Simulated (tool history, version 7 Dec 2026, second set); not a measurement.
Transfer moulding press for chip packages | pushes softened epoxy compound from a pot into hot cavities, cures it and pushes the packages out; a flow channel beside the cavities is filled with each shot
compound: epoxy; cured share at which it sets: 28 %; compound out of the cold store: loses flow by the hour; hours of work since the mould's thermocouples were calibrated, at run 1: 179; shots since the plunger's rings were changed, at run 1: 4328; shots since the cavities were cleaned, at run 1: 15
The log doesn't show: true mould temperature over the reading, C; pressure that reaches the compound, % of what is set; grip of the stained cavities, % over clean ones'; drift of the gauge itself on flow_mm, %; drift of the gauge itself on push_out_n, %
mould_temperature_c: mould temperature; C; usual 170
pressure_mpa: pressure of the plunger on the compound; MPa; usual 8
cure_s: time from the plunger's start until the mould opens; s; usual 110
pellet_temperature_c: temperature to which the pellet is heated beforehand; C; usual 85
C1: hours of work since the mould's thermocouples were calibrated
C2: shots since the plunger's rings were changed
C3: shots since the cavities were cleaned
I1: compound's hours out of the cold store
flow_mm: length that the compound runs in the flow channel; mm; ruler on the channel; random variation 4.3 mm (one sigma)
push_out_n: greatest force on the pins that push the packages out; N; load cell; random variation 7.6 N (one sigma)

Run 1, hour 0: usual settings; C1 179; C2 4328; C3 15; I1 24.5. Result: flow_mm 798 mm, push_out_n 351 N.
Run 2, hour 7.2: usual settings; C1 183; C2 4391; C3 78; I1 12.9. Result: flow_mm 835 mm, push_out_n 445 N.
Run 3, hour 12.5: usual settings; C1 186; C2 4438; C3 125; I1 35.7. Result: flow_mm 781 mm, push_out_n 450 N.
Run 4, hour 17.2: usual settings; C1 188; C2 4479; C3 166; I1 29.8. Result: flow_mm 790 mm, push_out_n 523 N.
Run 5, hour 25: usual settings but pellet_temperature_c 89 C; C1 192; C2 4548; C3 235; I1 19.6. Result: flow_mm 812 mm, push_out_n 561 N.
At hour 28.1: plunger's sealing rings changed.
Run 6, hour 34.5: usual settings; C1 196; C2 56; C3 297; I1 45.1. Result: flow_mm 796 mm, push_out_n 595 N.
Run 7, hour 39.1: usual settings; C1 199; C2 97; C3 338; I1 28.1. Result: flow_mm 838 mm, push_out_n 619 N.
Run 8, hour 48.3: usual settings; C1 203; C2 177; C3 418; I1 10. Result: flow_mm 889 mm, push_out_n 669 N.
Run 9, hour 53: usual settings; C1 206; C2 219; C3 460; I1 32.9. Result: flow_mm 823 mm, push_out_n 680 N.
Run 10, hour 57.5: usual settings but pressure_mpa 7.35 MPa; C1 208; C2 258; C3 499; I1 12.4. Result: flow_mm 839 mm, push_out_n 692 N.
Run 11, hour 68: usual settings but mould_temperature_c 171 C, pressure_mpa 6.11 MPa, cure_s 134 s; C1 214; C2 351; C3 592; I1 30.8. Result: flow_mm 716 mm, push_out_n 571 N.
Run 12, hour 74.4: usual settings but mould_temperature_c 169 C, pressure_mpa 8.31 MPa, cure_s 134 s, pellet_temperature_c 82 C; C1 217; C2 408; C3 649; I1 42.7. Result: flow_mm 821 mm, push_out_n 575 N.
Run 13, hour 79: usual settings but mould_temperature_c 169 C, pressure_mpa 7.8 MPa, cure_s 135 s, pellet_temperature_c 95 C; C1 220; C2 448; C3 689; I1 17.7. Result: flow_mm 850 mm, push_out_n 577 N.
Run 14, hour 84.3: usual settings but mould_temperature_c 176 C, pressure_mpa 6.37 MPa, cure_s 95 s, pellet_temperature_c 95 C; C1 223; C2 495; C3 736; I1 16.7. Result: flow_mm 742 mm, push_out_n 682 N.
Run 15, hour 93.5: usual settings but cure_s 125 s, pellet_temperature_c 78 C; C1 228; C2 576; C3 817; I1 9. Result: flow_mm 879 mm, push_out_n 630 N.
Run 16, hour 98.4: usual settings but cure_s 125 s, pellet_temperature_c 78 C; C1 230; C2 619; C3 860; I1 29.8. Result: flow_mm 827 mm, push_out_n 626 N.
Run 17, hour 107.6: usual settings but mould_temperature_c 165 C, pressure_mpa 7.68 MPa, cure_s 114 s, pellet_temperature_c 90 C; C1 235; C2 700; C3 941; I1 24.6. Result: flow_mm 847 mm, push_out_n 989 N.
Run 18, hour 116.5: usual settings but mould_temperature_c 165 C, pressure_mpa 7.68 MPa, cure_s 146 s, pellet_temperature_c 82 C; C1 240; C2 779; C3 1020; I1 9.2. Result: flow_mm 886 mm, push_out_n 673 N.
Run 19, hour 124.6: usual settings but pressure_mpa 8.99 MPa, cure_s 106 s; C1 244; C2 850; C3 1091; I1 23.4. Result: flow_mm 890 mm, push_out_n 801 N.

5 ways to go on from here, each from the tool as it stands after run 19. What would each give?
At hour 127: cavities cleaned with cleaning compound and waxed.
Run A, hour 132.7: usual settings but pellet_temperature_c 83 C; C1 248; C2 909; C3 51; I1 34. Result: flow_mm ?, push_out_n ?.
At hour 127: cavities cleaned with cleaning compound and waxed.
Run B, hour 132.7: usual settings but mould_temperature_c 177 C, pressure_mpa 7.97 MPa, cure_s 106 s; C1 248; C2 909; C3 51; I1 18.6. Result: flow_mm ?, push_out_n ?.
At hour 127: cavities cleaned with cleaning compound and waxed.
Run C, hour 132.7: usual settings but mould_temperature_c 162 C, pressure_mpa 8.99 MPa, cure_s 115 s, pellet_temperature_c 80 C; C1 248; C2 909; C3 51; I1 14.4. Result: flow_mm ?, push_out_n ?.
At hour 127: cavities cleaned with cleaning compound and waxed.
Run D, hour 132.7: usual settings but mould_temperature_c 167 C, pressure_mpa 9.55 MPa, cure_s 106 s; C1 248; C2 909; C3 51; I1 21.8. Result: flow_mm ?, push_out_n ?.
At hour 127: cavities cleaned with cleaning compound and waxed.
Run E, hour 132.7: usual settings but cure_s 94 s; C1 248; C2 909; C3 51; I1 13. Result: flow_mm ?, push_out_n ?.

run  flow_mm  push_out_n
  A      818         403
  B      823         306
  C      956         700
  D      942         522
  E      868         536
Without the tool's hidden state the same runs would have given:
run  flow_mm  push_out_n
  A      825         332
  B      830         254
  C      965         570
  D      950         425
  E      875         436

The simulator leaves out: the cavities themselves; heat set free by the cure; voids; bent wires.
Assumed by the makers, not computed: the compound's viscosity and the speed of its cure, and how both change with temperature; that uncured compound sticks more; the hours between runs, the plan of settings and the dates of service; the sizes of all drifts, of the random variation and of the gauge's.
